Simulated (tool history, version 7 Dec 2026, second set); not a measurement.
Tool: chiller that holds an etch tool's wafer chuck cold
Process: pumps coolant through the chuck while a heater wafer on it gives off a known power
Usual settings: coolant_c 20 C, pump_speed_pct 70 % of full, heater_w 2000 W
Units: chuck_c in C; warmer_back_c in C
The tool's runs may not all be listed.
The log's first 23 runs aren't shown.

| run | hour | coolant_c | pump_speed_pct | heater_w | chuck_c | warmer_back_c |
|---|---|---|---|---|---|---|
| 24 | 1751.5 | 22 | 94 | 1210 | 30.7 | 2.98 |
| 25 | 1815.8 | 22 | 94 | 1210 | 30.7 | 3.02 |
| 26 | 1864.5 | 22 | 94 | 1210 | 30.6 | 2.92 |
| 27 | 1959.9 | 22 | 70 | 1210 | 32.8 | 4.08 |
| 28 | 2050.9 | 22 | 70 | 1210 | 32.9 | 4.05 |
| 29 | 2155.2 | 14 | 85 | 1210 | 23.5 | 3.29 |
| 30 | 2257.2 | 12 | 72 | 1442 | 24.8 | 4.69 |
| 31 | 2300.2 | 28 | 83 | 1442 | 39.4 | 4.02 |

4 ways to go on from here, each from the tool as it stands after run 31. What would each give?
| A | 2352.4 | 20 | 70 | 2641 | ? | ? |
| B | 2352.4 | 28 | 61 | 1206 | ? | ? |
| C | 2352.4 | 13 | 71 | 1742 | ? | ? |
| D | 2352.4 | 18 | 95 | 2000 | ? | ? |

| run | chuck_c | warmer_back_c |
|---|---|---|
| A | 44.2 | 8.84 |
| B | 40.2 | 4.66 |
| C | 28.8 | 5.82 |
| D | 32.3 | 4.94 |
Without the tool's hidden state the same runs would have given:
| run | chuck_c | warmer_back_c |
|---|---|---|
| A | 40.9 | 8.66 |
| B | 38.7 | 4.57 |
| C | 26.7 | 5.7 |
| D | 30.4 | 4.84 |
